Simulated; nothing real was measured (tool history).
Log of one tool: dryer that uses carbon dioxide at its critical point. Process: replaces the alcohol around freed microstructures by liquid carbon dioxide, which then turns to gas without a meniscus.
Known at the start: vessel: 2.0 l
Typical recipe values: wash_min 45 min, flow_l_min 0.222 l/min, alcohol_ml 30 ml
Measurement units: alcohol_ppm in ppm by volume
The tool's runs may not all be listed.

| run | hour | wash_min | flow_l_min | alcohol_ml | alcohol_ppm |
|---|---|---|---|---|---|
| 1 | 0 | 45 | 0.222 | 30 | 226 |
| 2 | 29.5 | 45 | 0.222 | 30 | 237 |
| 3 | 58.1 | 45 | 0.222 | 30 | 255 |
| 4 | 83 | 45 | 0.222 | 30 | 258 |
| 5 | 106.7 | 45 | 0.222 | 30 | 260 |
| 6 | 137.1 | 45 | 0.222 | 68 | 515 |
| 7 | 161.3 | 45 | 0.222 | 28 | 268 |
| 8 | 189.6 | 45 | 0.222 | 90 | 685 |
| 9 | 215.8 | 45 | 0.222 | 90 | 715 |
| 10 | 249.4 | 45 | 0.222 | 90 | 738 |
|  | 274.8 | purifier's bed changed |
| 11 | 277.5 | 45 | 0.222 | 90 | 705 |
| 12 | 295.2 | 45 | 0.222 | 90 | 672 |
| 13 | 322 | 45 | 0.222 | 30 | 256 |
|  | 330.1 | inlet filter changed |
| 14 | 350.8 | 45 | 0.222 | 30 | 130 |
| 15 | 379.3 | 45 | 0.303 | 30 | 26 |
| 16 | 395.4 | 65 | 0.226 | 56 | 33 |
| 17 | 409.6 | 31 | 0.222 | 30 | 554 |
| 18 | 425.3 | 45 | 0.222 | 21 | 92 |
| 19 | 450.9 | 45 | 0.222 | 21 | 105 |
| 20 | 469.3 | 45 | 0.222 | 21 | 101 |
| 21 | 490.2 | 45 | 0.222 | 21 | 114 |
| 22 | 517.3 | 45 | 0.222 | 21 | 113 |
| 23 | 548.1 | 45 | 0.222 | 21 | 113 |
| 24 | 579.7 | 29 | 0.169 | 99 | 5077 |
| 25 | 613.9 | 53 | 0.333 | 30 | 31 |
| 26 | 637.7 | 53 | 0.213 | 69 | 230 |
| 27 | 661.3 | 53 | 0.213 | 69 | 231 |
| 28 | 682.1 | 28 | 0.296 | 118 | 1402 |

3 ways to go on from here, each from the tool as it stands after run 28. What would each give?
| A | 696.9 | 72 | 0.176 | 118 | ? |
| B | 696.9 | 30 | 0.337 | 107 | ? |
| C | 696.9 | 45 | 0.215 | 30 | ? |

| run | alcohol_ppm |
|---|---|
| A | 226 |
| B | 557 |
| C | 219 |
Take away the tool's hidden state, keep each run's random variation, and the runs would have read:
| run | alcohol_ppm |
|---|---|
| A | 122 |
| B | 355 |
| C | 130 |

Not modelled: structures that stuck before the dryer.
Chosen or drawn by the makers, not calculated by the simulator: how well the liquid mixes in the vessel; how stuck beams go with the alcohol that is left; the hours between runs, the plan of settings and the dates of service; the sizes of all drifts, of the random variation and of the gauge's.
